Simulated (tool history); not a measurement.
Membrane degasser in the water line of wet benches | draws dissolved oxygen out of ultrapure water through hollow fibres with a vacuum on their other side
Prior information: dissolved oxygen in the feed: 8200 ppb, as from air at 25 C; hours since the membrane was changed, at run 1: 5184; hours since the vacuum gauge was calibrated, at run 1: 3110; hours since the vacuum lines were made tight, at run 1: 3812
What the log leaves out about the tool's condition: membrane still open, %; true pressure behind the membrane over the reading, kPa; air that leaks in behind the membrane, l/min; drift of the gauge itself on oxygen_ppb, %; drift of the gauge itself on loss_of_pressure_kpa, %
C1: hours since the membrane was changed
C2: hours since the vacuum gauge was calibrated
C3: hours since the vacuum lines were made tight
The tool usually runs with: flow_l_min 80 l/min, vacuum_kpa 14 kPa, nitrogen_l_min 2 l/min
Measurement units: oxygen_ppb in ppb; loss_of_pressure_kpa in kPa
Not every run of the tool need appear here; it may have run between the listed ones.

run 1 hour=0 | flow_l_min=80 vacuum_kpa=14 nitrogen_l_min=2 | C1=5184 C2=3110 C3=3812 | oxygen_ppb=829.3 loss_of_pressure_kpa=39.81
run 2 hour=193.1 | flow_l_min=80 vacuum_kpa=14 nitrogen_l_min=2 | C1=5377 C2=3303 C3=4005 | oxygen_ppb=827.8 loss_of_pressure_kpa=39.61
run 3 hour=349.1 | flow_l_min=80 vacuum_kpa=14 nitrogen_l_min=2 | C1=5533 C2=3459 C3=4161 | oxygen_ppb=832.5 loss_of_pressure_kpa=39.39
run 4 hour=496.1 | flow_l_min=80 vacuum_kpa=14 nitrogen_l_min=2 | C1=5680 C2=3606 C3=4308 | oxygen_ppb=835.3 loss_of_pressure_kpa=39.21
run 5 hour=626.6 | flow_l_min=80 vacuum_kpa=16.8 nitrogen_l_min=2 | C1=5811 C2=3736 C3=4438 | oxygen_ppb=1019.4 loss_of_pressure_kpa=39.39
run 6 hour=831.2 | flow_l_min=80 vacuum_kpa=16.8 nitrogen_l_min=2 | C1=6015 C2=3941 C3=4643 | oxygen_ppb=1013.8 loss_of_pressure_kpa=39.24
run 7 hour=1097.1 | flow_l_min=80 vacuum_kpa=16.8 nitrogen_l_min=2 | C1=6281 C2=4207 C3=4909 | oxygen_ppb=1015.1 loss_of_pressure_kpa=39.14
run 8 hour=1242.7 | flow_l_min=80 vacuum_kpa=16.8 nitrogen_l_min=2 | C1=6427 C2=4352 C3=5054 | oxygen_ppb=1016.6 loss_of_pressure_kpa=38.86
run 9 hour=1408.3 | flow_l_min=80 vacuum_kpa=16.8 nitrogen_l_min=2 | C1=6593 C2=4518 C3=5220 | oxygen_ppb=1018.6 loss_of_pressure_kpa=39.14
run 10 hour=1577.3 | flow_l_min=80 vacuum_kpa=16.8 nitrogen_l_min=2 | C1=6762 C2=4687 C3=5389 | oxygen_ppb=1011.2 loss_of_pressure_kpa=39.13
run 11 hour=1853.5 | flow_l_min=80 vacuum_kpa=16.8 nitrogen_l_min=2 | C1=7038 C2=4963 C3=5665 | oxygen_ppb=1012.7 loss_of_pressure_kpa=38.86
run 12 hour=2095.2 | flow_l_min=80 vacuum_kpa=14 nitrogen_l_min=2 | C1=7279 C2=5205 C3=5907 | oxygen_ppb=828.5 loss_of_pressure_kpa=38.84
run 13 hour=2273.9 | flow_l_min=80 vacuum_kpa=14 nitrogen_l_min=2 | C1=7458 C2=5384 C3=6086 | oxygen_ppb=833.2 loss_of_pressure_kpa=38.7
run 14 hour=2514.3 | flow_l_min=80 vacuum_kpa=14 nitrogen_l_min=2 | C1=7699 C2=5624 C3=6326 | oxygen_ppb=830.7 loss_of_pressure_kpa=38.93
run 15 hour=2702.8 | flow_l_min=80 vacuum_kpa=14 nitrogen_l_min=2 | C1=7887 C2=5812 C3=6515 | oxygen_ppb=825.6 loss_of_pressure_kpa=38.87
-- hour=2907.2 gauge calibrated
run 16 hour=2968.2 | flow_l_min=80 vacuum_kpa=14 nitrogen_l_min=2 | C1=8152 C2=6078 C3=6780 | oxygen_ppb=826.4 loss_of_pressure_kpa=39.64
run 17 hour=3246.2 | flow_l_min=87 vacuum_kpa=31.1 nitrogen_l_min=3.94 | C1=8430 C2=6356 C3=7058 | oxygen_ppb=1211.1 loss_of_pressure_kpa=43.2
run 18 hour=3492.4 | flow_l_min=110 vacuum_kpa=8.5 nitrogen_l_min=1.64 | C1=8677 C2=6602 C3=7304 | oxygen_ppb=663.4 loss_of_pressure_kpa=54.1
run 19 hour=3617.4 | flow_l_min=53 vacuum_kpa=17.9 nitrogen_l_min=1.11 | C1=8802 C2=6727 C3=7429 | oxygen_ppb=1209.5 loss_of_pressure_kpa=26.47
run 20 hour=3845.4 | flow_l_min=63 vacuum_kpa=17.9 nitrogen_l_min=5.67 | C1=9030 C2=6955 C3=7657 | oxygen_ppb=385.3 loss_of_pressure_kpa=30.79
run 21 hour=4086.7 | flow_l_min=108 vacuum_kpa=27.3 nitrogen_l_min=5.67 | C1=9271 C2=7196 C3=7898 | oxygen_ppb=988.1 loss_of_pressure_kpa=53.09
run 22 hour=4215.2 | flow_l_min=108 vacuum_kpa=27.3 nitrogen_l_min=5.67 | C1=9399 C2=7325 C3=8027 | oxygen_ppb=984.3 loss_of_pressure_kpa=52.95
-- hour=4252.1 vacuum gauge calibrated
run 23 hour=4410.1 | flow_l_min=80 vacuum_kpa=27.3 nitrogen_l_min=5.67 | C1=9594 C2=158 C3=8221 | oxygen_ppb=749.8 loss_of_pressure_kpa=38.95
run 24 hour=4586.8 | flow_l_min=80 vacuum_kpa=20.2 nitrogen_l_min=2 | C1=9771 C2=335 C3=8398 | oxygen_ppb=1236.3 loss_of_pressure_kpa=39.19
run 25 hour=4773.2 | flow_l_min=80 vacuum_kpa=11.8 nitrogen_l_min=2 | C1=9957 C2=521 C3=8584 | oxygen_ppb=676.4 loss_of_pressure_kpa=38.98
run 26 hour=4966.8 | flow_l_min=85 vacuum_kpa=18.5 nitrogen_l_min=1.84 | C1=10151 C2=715 C3=8778 | oxygen_ppb=1242.9 loss_of_pressure_kpa=41.65
run 27 hour=5094.1 | flow_l_min=72 vacuum_kpa=16.1 nitrogen_l_min=4.53 | C1=10278 C2=842 C3=8905 | oxygen_ppb=469.1 loss_of_pressure_kpa=34.88
run 28 hour=5232.6 | flow_l_min=90 vacuum_kpa=16.1 nitrogen_l_min=4.04 | C1=10416 C2=980 C3=9044 | oxygen_ppb=636.3 loss_of_pressure_kpa=44.19
run 29 hour=5419.1 | flow_l_min=109 vacuum_kpa=16.1 nitrogen_l_min=4.04 | C1=10603 C2=1167 C3=9230 | oxygen_ppb=758.4 loss_of_pressure_kpa=53.1
run 30 hour=5575.6 | flow_l_min=67 vacuum_kpa=22.6 nitrogen_l_min=4.04 | C1=10759 C2=1323 C3=9387 | oxygen_ppb=698.9 loss_of_pressure_kpa=32.05
run 31 hour=5787.9 | flow_l_min=67 vacuum_kpa=22.6 nitrogen_l_min=4.04 | C1=10972 C2=1536 C3=9599 | oxygen_ppb=698.5 loss_of_pressure_kpa=32.06

Forecast each of these 5 alternatives for the next run:
run A hour=5962.9 | flow_l_min=67 vacuum_kpa=9.9 nitrogen_l_min=1.49 | C1=11147 C2=1711 C3=9774 | oxygen_ppb=? loss_of_pressure_kpa=?
run B hour=5962.9 | flow_l_min=54 vacuum_kpa=25.3 nitrogen_l_min=2.18 | C1=11147 C2=1711 C3=9774 | oxygen_ppb=? loss_of_pressure_kpa=?
run C hour=5962.9 | flow_l_min=49 vacuum_kpa=22.6 nitrogen_l_min=3.77 | C1=11147 C2=1711 C3=9774 | oxygen_ppb=? loss_of_pressure_kpa=?
run D hour=5962.9 | flow_l_min=78 vacuum_kpa=14 nitrogen_l_min=1.47 | C1=11147 C2=1711 C3=9774 | oxygen_ppb=? loss_of_pressure_kpa=?
run E hour=5962.9 | flow_l_min=95 vacuum_kpa=14 nitrogen_l_min=1.46 | C1=11147 C2=1711 C3=9774 | oxygen_ppb=? loss_of_pressure_kpa=?

run=A oxygen_ppb=581.1 loss_of_pressure_kpa=32.42
run=B oxygen_ppb=1068.4 loss_of_pressure_kpa=26.11
run=C oxygen_ppb=558.2 loss_of_pressure_kpa=23.93
run=D oxygen_ppb=1003.9 loss_of_pressure_kpa=37.72
run=E oxygen_ppb=1166.4 loss_of_pressure_kpa=46.03
Without the tool's unlogged condition, the same runs would have read:
run=A oxygen_ppb=580.9 loss_of_pressure_kpa=33.28
run=B oxygen_ppb=1068 loss_of_pressure_kpa=26.8
run=C oxygen_ppb=557.9 loss_of_pressure_kpa=24.55
run=D oxygen_ppb=1003.7 loss_of_pressure_kpa=38.72
run=E oxygen_ppb=1166.2 loss_of_pressure_kpa=47.25
